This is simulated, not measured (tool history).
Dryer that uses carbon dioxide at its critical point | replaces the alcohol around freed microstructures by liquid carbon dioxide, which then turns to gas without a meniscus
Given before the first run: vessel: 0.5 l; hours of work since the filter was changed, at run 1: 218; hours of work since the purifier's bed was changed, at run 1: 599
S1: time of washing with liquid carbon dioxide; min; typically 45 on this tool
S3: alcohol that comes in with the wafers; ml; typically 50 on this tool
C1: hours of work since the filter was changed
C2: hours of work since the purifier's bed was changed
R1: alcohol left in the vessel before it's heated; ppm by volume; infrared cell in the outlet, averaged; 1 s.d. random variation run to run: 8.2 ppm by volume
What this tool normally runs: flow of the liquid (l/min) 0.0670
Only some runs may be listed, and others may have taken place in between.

Run 1, hour 0.0: usual settings; C1 218; C2 599. Result: R1 747 ppm by volume.
Run 2, hour 40.6: usual settings; C1 238; C2 618. Result: R1 741 ppm by volume.
Run 3, hour 89.8: usual settings; C1 261; C2 642. Result: R1 795 ppm by volume.
Run 4, hour 122.1: usual settings; C1 277; C2 657. Result: R1 786 ppm by volume.
Run 5, hour 147.2: usual settings; C1 289; C2 669. Result: R1 831 ppm by volume.
Run 6, hour 194.0: usual settings; C1 311; C2 691. Result: R1 834 ppm by volume.
Run 7, hour 242.3: usual settings; C1 334; C2 714. Result: R1 848 ppm by volume.
Run 8, hour 282.5: usual settings; C1 353; C2 734. Result: R1 876 ppm by volume.
Run 9, hour 305.7: usual settings; C1 364; C2 745. Result: R1 906 ppm by volume.
Run 10, hour 332.1: usual settings; C1 377; C2 757. Result: R1 938 ppm by volume.
Run 11, hour 365.1: usual settings; C1 393; C2 773. Result: R1 951 ppm by volume.
Run 12, hour 414.1: usual settings; C1 416; C2 796. Result: R1 993 ppm by volume.
Run 13, hour 444.4: usual settings but flow of the liquid (l/min) 0.0409; C1 430; C2 811. Result: R1 5620 ppm by volume.
Run 14, hour 496.1: usual settings; C1 455; C2 835. Result: R1 1019 ppm by volume.
Run 15, hour 540.2: usual settings but S1 70 min; C1 476; C2 856. Result: R1 282 ppm by volume.
Run 16, hour 582.5: usual settings but S1 70 min; C1 496; C2 877. Result: R1 279 ppm by volume.
Run 17, hour 605.1: usual settings; C1 507; C2 887. Result: R1 1069 ppm by volume.
At hour 624.1: inlet filter changed.
Run 18, hour 653.0: usual settings; C1 14; C2 910. Result: R1 681 ppm by volume.
Run 19, hour 677.1: usual settings but S1 49 min; C1 25; C2 921. Result: R1 518 ppm by volume.
Run 20, hour 722.6: usual settings but flow of the liquid (l/min) 0.1008; C1 47; C2 943. Result: R1 265 ppm by volume.
Run 21, hour 768.3: usual settings but flow of the liquid (l/min) 0.1008, S3 118 ml; C1 69; C2 965. Result: R1 320 ppm by volume.
Run 22, hour 802.9: usual settings; C1 85; C2 981. Result: R1 724 ppm by volume.
Run 23, hour 852.7: usual settings but S3 27 ml; C1 109; C2 1005. Result: R1 541 ppm by volume.
Run 24, hour 903.3: usual settings but S1 55 min, flow of the liquid (l/min) 0.0409, S3 41 ml; C1 133; C2 1029. Result: R1 1966 ppm by volume.
Run 25, hour 926.1: usual settings but S1 55 min, flow of the liquid (l/min) 0.0436, S3 29 ml; C1 144; C2 1040. Result: R1 1212 ppm by volume.
Run 26, hour 952.2: usual settings but S1 70 min, flow of the liquid (l/min) 0.0535, S3 29 ml; C1 156; C2 1052. Result: R1 362 ppm by volume.
Run 27, hour 993.8: usual settings but flow of the liquid (l/min) 0.0473, S3 43 ml; C1 176; C2 1072. Result: R1 2540 ppm by volume.
Run 28, hour 1045.3: usual settings but flow of the liquid (l/min) 0.0495, S3 53 ml; C1 201; C2 1097. Result: R1 2656 ppm by volume.
Run 29, hour 1075.7: usual settings but S1 53 min; C1 215; C2 1111. Result: R1 518 ppm by volume.
Run 30, hour 1116.2: usual settings but S1 53 min, S3 26 ml; C1 235; C2 1131. Result: R1 408 ppm by volume.
Run 31, hour 1157.5: usual settings but S1 53 min, S3 26 ml; C1 254; C2 1150. Result: R1 402 ppm by volume.
Run 32, hour 1204.4: usual settings but S1 53 min, S3 26 ml; C1 277; C2 1173. Result: R1 424 ppm by volume.
Run 33, hour 1238.2: usual settings but S1 53 min, S3 26 ml; C1 293; C2 1189. Result: R1 447 ppm by volume.
Run 34, hour 1262.2: usual settings but S1 44 min, S3 45 ml; C1 304; C2 1200. Result: R1 949 ppm by volume.
At hour 1309.2: purifier's bed changed.
Run 35, hour 1312.4: usual settings but S1 29 min, flow of the liquid (l/min) 0.0692; C1 327; C2 2. Result: R1 3590 ppm by volume.
Run 36, hour 1333.5: usual settings but S1 29 min, flow of the liquid (l/min) 0.0790, S3 70 ml; C1 337; C2 12. Result: R1 3148 ppm by volume.
Run 37, hour 1385.4: usual settings but S1 29 min, flow of the liquid (l/min) 0.0790, S3 70 ml; C1 362; C2 36. Result: R1 3274 ppm by volume.
Run 38, hour 1436.1: usual settings but flow of the liquid (l/min) 0.0443; C1 386; C2 61. Result: R1 4182 ppm by volume.
Run 39, hour 1474.6: usual settings but S1 41 min, flow of the liquid (l/min) 0.0717, S3 27 ml; C1 404; C2 79. Result: R1 482 ppm by volume.
Run 40, hour 1523.7: usual settings but S1 28 min, flow of the liquid (l/min) 0.0900, S3 29 ml; C1 428; C2 102. Result: R1 992 ppm by volume.
Run 41, hour 1567.7: usual settings but S1 28 min, flow of the liquid (l/min) 0.0900, S3 29 ml; C1 449; C2 123. Result: R1 1016 ppm by volume.
Run 42, hour 1614.2: usual settings but flow of the liquid (l/min) 0.0426, S3 61 ml; C1 471; C2 145. Result: R1 6082 ppm by volume.
Run 43, hour 1653.9: usual settings but flow of the liquid (l/min) 0.0593, S3 36 ml; C1 490; C2 164. Result: R1 1132 ppm by volume.
Run 44, hour 1698.5: usual settings but flow of the liquid (l/min) 0.0593, S3 36 ml; C1 511; C2 186. Result: R1 1193 ppm by volume.
At hour 1709.0: inlet filter changed.
Run 45, hour 1748.0: usual settings but flow of the liquid (l/min) 0.0452, S3 36 ml; C1 19; C2 209. Result: R1 2057 ppm by volume.
Run 46, hour 1791.5: usual settings but flow of the liquid (l/min) 0.0452, S3 36 ml; C1 39; C2 230. Result: R1 2102 ppm by volume.

Entry by entry between the runs, the difference in hidden state between the last listed run before and the first listed run after:
Between runs 17 and 18: inlet filter changed (hour 624.1)
  flow that reaches the vessel past the clogged filter, %: 87.1 -> 99.3; alcohol in the recycled carbon dioxide, ppm: 225.5 -> 230.4
  measured result minus the result with no hidden state, R1: +647 -> +250 ppm by volume
Between runs 34 and 35: purifier's bed changed (hour 1309.2)
  flow that reaches the vessel past the clogged filter, %: 91.8 -> 91.3; alcohol in the recycled carbon dioxide, ppm: 301.8 -> 5.6
  measured result minus the result with no hidden state, R1: +523 -> +975 ppm by volume
Between runs 44 and 45: inlet filter changed (hour 1709.0)
  flow that reaches the vessel past the clogged filter, %: 86.7 -> 98.9; alcohol in the recycled carbon dioxide, ppm: 49.7 -> 55.2
  measured result minus the result with no hidden state, R1: +582 -> +131 ppm by volume
